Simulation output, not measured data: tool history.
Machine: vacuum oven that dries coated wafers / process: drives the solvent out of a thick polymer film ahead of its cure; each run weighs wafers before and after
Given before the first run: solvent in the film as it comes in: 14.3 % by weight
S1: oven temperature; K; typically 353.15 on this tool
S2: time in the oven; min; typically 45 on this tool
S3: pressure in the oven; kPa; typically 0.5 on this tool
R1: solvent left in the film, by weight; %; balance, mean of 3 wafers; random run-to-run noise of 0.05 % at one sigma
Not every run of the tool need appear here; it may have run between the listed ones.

run	hour	S1	S2	S3	R1
1	0	353.15	45	0.5	0.47
2	13.2	353.15	26	0.5	1.5
3	24.5	353.15	69	0.5	0.4
4	39.8	353.15	69	0.5	0.35
5	60.3	353.15	69	0.5	0.24
6	75.1	353.15	73	0.5	0.28
7	89.1	353.15	52	0.5	0.46
8	110	353.15	52	0.5	0.38
9	133.8	353.15	52	0.5	0.42
10	145	353.15	52	0.5	0.39
11	155.9	353.15	59	0.5	0.43
12	166.4	353.15	59	0.5	0.42
13	185.7	353.15	59	0.702	0.53
14	204.9	353.15	45	0.5	0.56
15	215.8	353.15	45	1.846	1.29
16	233.6	353.15	45	1.846	1.31
17	251.7	353.15	45	1.846	1.29
# hour 261.4: oven's thermocouples calibrated
18	268.9	353.15	45	1.102	0.88
19	284.3	353.15	45	0.5	0.37
20	298.3	353.15	45	0.5	0.45
21	319	353.15	45	0.5	0.51
22	334.8	353.15	45	0.5	0.49
23	348.9	353.15	45	0.5	0.38
24	369	364.15	45	0.5	0.21
25	385	364.15	43	1.635	0.52
# hour 392.5: oven's thermocouples calibrated, once more
26	402.9	364.15	43	1.635	0.73
27	426	346.15	74	0.5	0.82
28	443.4	346.15	74	0.5	0.83
29	458.1	349.15	65	0.988	0.98
30	468.1	349.15	65	0.988	1.02
31	490.7	353.15	45	1.757	1.34
32	501.1	358.15	61	0.795	0.37
33	517	358.15	57	0.278	0.16
34	530.4	354.15	57	1.613	1.02
35	552.3	354.15	57	1.613	1.06
36	562.5	354.15	55	1.613	1.1
37	584.1	359.15	45	0.5	0.32
38	594.9	339.15	80	1.787	3.24
39	609.6	359.15	45	1.741	1.01
40	624.3	349.15	45	0.736	1.47
41	644	349.15	45	0.736	1.43
42	663	359.15	46	0.5	0.33
43	673.6	353.15	46	0.693	0.8
44	688.1	361.15	46	1.111	0.54
45	704.1	354.15	34	1.679	1.61
46	720.8	350.15	57	0.367	0.65

5 options for the next run, each taken on its own from the tool as it stands now. Forecast them:
A	738.1	353.15	78	0.523	?
B	738.1	350.15	47	0.367	?
C	738.1	349.15	57	0.367	?
D	738.1	350.15	63	0.289	?
E	738.1	356.15	79	0.982	?

run	R1
A	0.34
B	0.86
C	0.8
D	0.55
E	0.58
What these runs would have given with no unlogged condition in the tool:
run	R1
A	0.28
B	0.87
C	0.78
D	0.51
E	0.52
